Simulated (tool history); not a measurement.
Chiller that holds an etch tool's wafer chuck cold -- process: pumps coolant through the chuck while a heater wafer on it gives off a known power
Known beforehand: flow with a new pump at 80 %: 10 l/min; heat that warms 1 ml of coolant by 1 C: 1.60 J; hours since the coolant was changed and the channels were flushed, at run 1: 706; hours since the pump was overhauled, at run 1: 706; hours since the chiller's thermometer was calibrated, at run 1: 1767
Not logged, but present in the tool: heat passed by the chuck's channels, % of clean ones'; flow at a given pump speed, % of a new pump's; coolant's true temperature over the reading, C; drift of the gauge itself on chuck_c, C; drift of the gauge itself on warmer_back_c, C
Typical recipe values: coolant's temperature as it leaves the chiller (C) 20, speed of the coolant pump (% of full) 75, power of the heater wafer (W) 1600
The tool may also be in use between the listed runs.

run    hour  coolant's temperature as it leaves the chiller (C)  speed of the coolant pump (% of full)  power of the heater wafer (W)  hours since the coolant was changed and the channels were flushed  hours since the pump was overhauled  hours since the chiller's thermometer was calibrated  chuck's temperature once it has settled (C)  how much warmer the coolant comes back (C)
  1     0.0                                                  20                                     75                           1600                                                                706                                  706                                                  1767                                         35.9                                        6.56
  2    69.9                                                  11                                     75                           1600                                                                776                                  776                                                  1836                                         26.7                                        6.57
  3   156.4                                                  11                                     75                           1600                                                                862                                  862                                                  1923                                         27.0                                        6.59
  4   237.8                                                  11                                     75                           1066                                                                944                                  944                                                  2004                                         21.5                                        4.46
  5   290.2                                                  20                                     75                            887                                                                996                                  996                                                  2057                                         28.6                                        3.71
  6   385.5                                                  20                                     75                            887                                                               1092                                 1092                                                  2152                                         28.7                                        3.66
  7   478.8                                                  20                                     75                            887                                                               1185                                 1185                                                  2245                                         28.7                                        3.70
  8   555.9                                                  20                                     75                            887                                                               1262                                 1262                                                  2323                                         28.7                                        3.74
  9   653.4                                                  20                                     75                            858                                                               1359                                 1359                                                  2420                                         28.3                                        3.63
 10   753.3                                                  20                                     75                            858                                                               1459                                 1459                                                  2520                                         28.5                                        3.63
 11   802.1                                                  20                                     73                           1600                                                               1508                                 1508                                                  2569                                         36.8                                        6.96
 12   860.4                                                  20                                     73                           1600                                                               1566                                 1566                                                  2627                                         36.9                                        7.01
 13   951.8                                                  20                                     73                           1600                                                               1658                                 1658                                                  2718                                         37.0                                        7.07
 14  1047.4                                                  20                                     73                           1600                                                               1753                                 1753                                                  2814                                         37.2                                        7.05
 15  1103.5                                                  20                                     73                           1600                                                               1810                                 1810                                                  2870                                         37.1                                        7.09
 16  1147.3                                                  25                                     73                            806                                                               1853                                 1853                                                  2914                                         33.2                                        3.57
 17  1212.2                                                  25                                     73                            806                                                               1918                                 1918                                                  2979                                         33.3                                        3.54
 18  1303.1                                                  25                                     73                            806                                                               2009                                 2009                                                  3070                                         33.3                                        3.59
 19  1375.5                                                  28                                     75                           1181                                                               2082                                 2082                                                  3142                                         40.2                                        5.06
 20  1418.9                                                  16                                     92                           1166                                                               2125                                 2125                                                  3185                                         26.0                                        4.09
 21  1459.5                                                  21                                     77                           1673                                                               2166                                 2166                                                  3226                                         38.5                                        7.11
     1469.9  -- coolant pump overhauled
 22  1557.0                                                  20                                     67                           1973                                                               2258                                   87                                                  3319                                         45.0                                       10.11
 23  1608.0                                                  19                                     97                           1414                                                               2309                                  138                                                  3370                                         31.1                                        4.97
 24  1696.8                                                  19                                     84                           1066                                                               2398                                  227                                                  3458                                         29.4                                        4.33
 25  1745.8                                                  20                                     68                           1773                                                               2447                                  276                                                  3507                                         42.2                                        9.14
 26  1819.1                                                  13                                     80                            963                                                               2520                                  349                                                  3581                                         23.0                                        4.18
 27  1864.7                                                  13                                     80                            963                                                               2566                                  395                                                  3626                                         22.7                                        4.16
 28  1960.2                                                  13                                     80                            963                                                               2661                                  490                                                  3722                                         22.8                                        4.12
 29  2043.4                                                  13                                     80                            963                                                               2744                                  573                                                  3805                                         22.9                                        4.14
     2056.9  -- coolant pump overhauled, once more
 30  2113.2                                                  18                                     96                           1600                                                               2809                                   56                                                  3870                                         30.4                                        4.83

Take each entry between the runs: how does the hidden state at the last listed run before it differ from the hidden state at the first listed run after it?
Logged between run 21 and run 22: coolant pump overhauled (hour 1469.9)
  heat passed by the chuck's channels, % of clean ones': 90.1 -> 89.8; flow at a given pump speed, % of a new pump's: 92.2 -> 87.9; coolant's true temperature over the reading, C: -0.84 -> -0.86
  difference, measured minus the result without the unlogged condition, chuck's temperature once it has settled (C): +1.7 -> +3.7; how much warmer the coolant comes back (C): +0.55 -> +1.23
Logged between run 29 and run 30: coolant pump overhauled, once more (hour 2056.9)
  heat passed by the chuck's channels, % of clean ones': 87.7 -> 87.4; flow at a given pump speed, % of a new pump's: 86 -> 100.9; coolant's true temperature over the reading, C: -1 -> -1.01
  difference, measured minus the result without the unlogged condition, chuck's temperature once it has settled (C): +1.3 -> +0.2; how much warmer the coolant comes back (C): +0.59 -> -0.05

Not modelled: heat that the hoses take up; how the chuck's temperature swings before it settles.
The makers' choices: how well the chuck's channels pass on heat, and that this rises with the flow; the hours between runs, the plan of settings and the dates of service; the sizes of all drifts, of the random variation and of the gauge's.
